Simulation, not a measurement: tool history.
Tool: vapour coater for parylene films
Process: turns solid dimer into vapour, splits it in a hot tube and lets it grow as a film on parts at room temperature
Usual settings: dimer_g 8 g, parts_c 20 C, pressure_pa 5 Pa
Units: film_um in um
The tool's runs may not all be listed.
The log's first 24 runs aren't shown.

run   hour  dimer_g  parts_c  pressure_pa  film_um
 25  496.4        4       29        10.85    0.296
 26  521.7        7       30         3.64    0.571
 27  536.6        7       13         7.33    1.187
     549.2  -- trap's valve overhauled
 28  552.4        9       20         6.26    1.268
 29  575.2        4       22         4.81    0.538
 30  598.5        8       20         2.35    1.305
 31  612.1        8       27         2.35    0.921
 32  639.2        8       12         2.73    1.849
 33    655        8       27         2.73    0.903
 34  680.3        6       17         6.07    0.968
 35  695.8        3       17         6.99    0.471
 36  707.4        8       30            5    0.692
 37  732.6        8       18         6.21    1.205
 38    753        8       18         6.21    1.187
 39  779.7       11       20         2.68    1.666
 40  793.1        5       30         7.73    0.396
 41  812.2       10       16         8.96    1.546

Forecast each of these 4 alternatives for the next run:
  A  839.4        8       12            5        ?
  B  839.4       14       30         2.63        ?
  C  839.4       12       20         5.38        ?
  D  839.4        6       29         4.34        ?

run  film_um
  A    1.633
  B    1.309
  C    1.646
  D    0.543
Without the tool's hidden state the same runs would have given:
run  film_um
  A    1.685
  B    1.351
  C    1.698
  D    0.561
